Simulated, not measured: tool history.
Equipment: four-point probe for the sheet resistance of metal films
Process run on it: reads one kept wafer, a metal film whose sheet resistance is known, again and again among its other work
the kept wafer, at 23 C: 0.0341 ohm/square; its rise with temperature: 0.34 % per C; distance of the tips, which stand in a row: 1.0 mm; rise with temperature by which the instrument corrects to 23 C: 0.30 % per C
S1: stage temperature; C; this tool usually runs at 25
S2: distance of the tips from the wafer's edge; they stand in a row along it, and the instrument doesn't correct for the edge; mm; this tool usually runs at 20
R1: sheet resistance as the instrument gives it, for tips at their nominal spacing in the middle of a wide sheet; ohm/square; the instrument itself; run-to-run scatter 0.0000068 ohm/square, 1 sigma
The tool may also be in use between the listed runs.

Run 1, hour 0.0: usual settings. Result: R1 0.034186 ohm/square.
Run 2, hour 27.4: usual settings but S2 12 mm. Result: R1 0.034249 ohm/square.
Run 3, hour 47.2: usual settings but S2 12 mm. Result: R1 0.034263 ohm/square.
Run 4, hour 83.6: usual settings. Result: R1 0.034185 ohm/square.
Run 5, hour 122.8: usual settings. Result: R1 0.034178 ohm/square.
Run 6, hour 164.0: usual settings but S1 32 C. Result: R1 0.034276 ohm/square.
Run 7, hour 185.3: usual settings but S1 32 C. Result: R1 0.034292 ohm/square.
Run 8, hour 223.9: usual settings. Result: R1 0.034170 ohm/square.
Run 9, hour 254.2: usual settings. Result: R1 0.034169 ohm/square.
Run 10, hour 282.5: usual settings. Result: R1 0.034184 ohm/square.
Run 11, hour 321.6: usual settings. Result: R1 0.034188 ohm/square.
Run 12, hour 364.4: usual settings. Result: R1 0.034173 ohm/square.
Run 13, hour 407.4: usual settings but S2 12 mm. Result: R1 0.034256 ohm/square.
Run 14, hour 434.2: usual settings but S1 21 C. Result: R1 0.034105 ohm/square.
Run 15, hour 467.2: usual settings. Result: R1 0.034169 ohm/square.
Run 16, hour 490.1: usual settings. Result: R1 0.034175 ohm/square.
Run 17, hour 513.8: usual settings but S2 11 mm. Result: R1 0.034285 ohm/square.
Run 18, hour 550.2: usual settings but S2 11 mm. Result: R1 0.034286 ohm/square.
Run 19, hour 579.5: usual settings but S2 11 mm. Result: R1 0.034276 ohm/square.
Run 20, hour 602.8: usual settings. Result: R1 0.034162 ohm/square.
Run 21, hour 644.0: usual settings. Result: R1 0.034166 ohm/square.
Run 22, hour 690.0: usual settings but S1 24 C, S2 4 mm. Result: R1 0.035213 ohm/square.
Run 23, hour 734.8: usual settings but S1 18 C, S2 74 mm. Result: R1 0.034026 ohm/square.
Run 24, hour 766.9: usual settings but S1 33 C, S2 16 mm. Result: R1 0.034328 ohm/square.
Run 25, hour 803.6: usual settings but S1 31 C, S2 5 mm. Result: R1 0.034947 ohm/square.
Run 26, hour 838.0: usual settings but S1 30 C, S2 7 mm. Result: R1 0.034575 ohm/square.
Run 27, hour 872.0: usual settings but S1 27 C. Result: R1 0.034207 ohm/square.
Run 28, hour 904.7: usual settings but S1 27 C. Result: R1 0.034213 ohm/square.
Run 29, hour 929.4: usual settings but S1 27 C. Result: R1 0.034194 ohm/square.
Run 30, hour 957.0: usual settings but S1 27 C. Result: R1 0.034203 ohm/square.
Run 31, hour 988.2: usual settings but S1 27 C. Result: R1 0.034205 ohm/square.
Run 32, hour 1029.3: usual settings but S1 18 C, S2 17 mm. Result: R1 0.034081 ohm/square.
Run 33, hour 1074.3: usual settings but S1 24 C, S2 24 mm. Result: R1 0.034143 ohm/square.
Run 34, hour 1113.3: usual settings but S2 43 mm. Result: R1 0.034132 ohm/square.
Run 35, hour 1149.0: usual settings but S2 60 mm. Result: R1 0.034134 ohm/square.
Run 36, hour 1188.3: usual settings but S1 20 C, S2 3 mm. Result: R1 0.035954 ohm/square.
Run 37, hour 1225.2: usual settings but S1 20 C, S2 3 mm. Result: R1 0.035987 ohm/square.
Run 38, hour 1270.2: usual settings but S1 27 C, S2 21 mm. Result: R1 0.034213 ohm/square.
Run 39, hour 1303.8: usual settings but S1 21 C, S2 4 mm. Result: R1 0.035174 ohm/square.
Run 40, hour 1335.3: usual settings but S1 23 C. Result: R1 0.034149 ohm/square.
Run 41, hour 1375.5: usual settings but S1 23 C. Result: R1 0.034137 ohm/square.
Run 42, hour 1418.8: usual settings but S1 23 C. Result: R1 0.034143 ohm/square.

Branching from run 42: 5 alternative next runs. What would each branch give?
Run A, hour 1451.9: usual settings but S1 19 C, S2 5 mm. Result: R1 ?.
Run B, hour 1451.9: usual settings but S1 29 C. Result: R1 ?.
Run C, hour 1451.9: usual settings but S1 23 C, S2 8 mm. Result: R1 ?.
Run D, hour 1451.9: usual settings but S1 21 C, S2 22 mm. Result: R1 ?.
Run E, hour 1451.9: usual settings but S1 24 C, S2 5 mm. Result: R1 ?.

run        R1
  A  0.034751
  B  0.034246
  C  0.034385
  D  0.034111
  E  0.034827
Had the tool no hidden state, the same runs would have come out as:
run        R1
  A  0.034754
  B  0.034250
  C  0.034388
  D  0.034114
  E  0.034830

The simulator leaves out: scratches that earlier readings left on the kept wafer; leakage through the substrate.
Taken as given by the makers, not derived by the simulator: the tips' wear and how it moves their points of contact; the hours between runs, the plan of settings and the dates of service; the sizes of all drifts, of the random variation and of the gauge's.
